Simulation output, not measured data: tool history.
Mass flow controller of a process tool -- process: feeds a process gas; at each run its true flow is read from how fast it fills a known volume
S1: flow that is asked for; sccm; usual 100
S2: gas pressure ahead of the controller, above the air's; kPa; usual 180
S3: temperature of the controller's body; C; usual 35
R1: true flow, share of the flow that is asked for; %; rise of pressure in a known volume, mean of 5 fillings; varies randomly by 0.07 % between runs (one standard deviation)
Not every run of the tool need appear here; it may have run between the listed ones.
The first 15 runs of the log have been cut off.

Run 16, hour 2513.6: usual settings. Result: R1 97.23 %.
Run 17, hour 2715.3: usual settings. Result: R1 97.41 %.
Run 18, hour 2835.1: usual settings. Result: R1 97.38 %.
Run 19, hour 2999.8: usual settings but S1 41 sccm, S2 206 kPa. Result: R1 97.23 %.
Run 20, hour 3257.9: usual settings but S1 127 sccm, S2 229 kPa. Result: R1 97.43 %.
Run 21, hour 3428.4: usual settings but S1 127 sccm, S2 229 kPa. Result: R1 97.40 %.
Run 22, hour 3675.3: usual settings but S1 29 sccm, S2 218 kPa, S3 21 C. Result: R1 98.70 %.
Run 23, hour 3819.5: usual settings but S1 29 sccm, S2 218 kPa, S3 21 C. Result: R1 98.81 %.
Run 24, hour 3947.0: usual settings but S1 57 sccm, S2 155 kPa, S3 31 C. Result: R1 97.69 %.
Run 25, hour 4134.0: usual settings but S2 207 kPa, S3 32 C. Result: R1 97.44 %.
Run 26, hour 4331.7: usual settings but S1 63 sccm, S2 191 kPa, S3 24 C. Result: R1 97.87 %.
Run 27, hour 4565.7: usual settings but S1 71 sccm, S2 185 kPa. Result: R1 97.41 %.
Run 28, hour 4674.5: usual settings but S1 61 sccm, S2 170 kPa, S3 20 C. Result: R1 98.22 %.
Run 29, hour 4879.6: usual settings but S1 192 sccm, S2 215 kPa, S3 20 C. Result: R1 98.43 %.
Run 30, hour 5043.3: usual settings but S1 192 sccm, S2 215 kPa, S3 20 C. Result: R1 98.37 %.
Run 31, hour 5303.5: usual settings but S1 25 sccm, S2 258 kPa, S3 38 C. Result: R1 99.02 %.
Run 32, hour 5445.8: usual settings but S2 263 kPa. Result: R1 97.21 %.
Run 33, hour 5691.4: usual settings but S2 263 kPa. Result: R1 97.17 %.
Run 34, hour 5838.8: usual settings but S1 24 sccm, S2 250 kPa. Result: R1 99.99 %.
Run 35, hour 5965.1: usual settings but S1 27 sccm, S2 163 kPa. Result: R1 99.52 %.

3 ways to go on from here, each from the tool as it stands after run 35. What would each give?
Run A, hour 6103.7: usual settings but S1 32 sccm, S2 232 kPa, S3 32 C. Result: R1 ?.
Run B, hour 6103.7: usual settings but S2 227 kPa. Result: R1 ?.
Run C, hour 6103.7: usual settings but S1 46 sccm, S2 186 kPa. Result: R1 ?.

run     R1
  A  99.17
  B  97.28
  C  98.19
The same runs, with their run-to-run variation unchanged, on a tool lacking any hidden condition would have given:
run     R1
  A  98.31
  B  98.69
  C  98.34
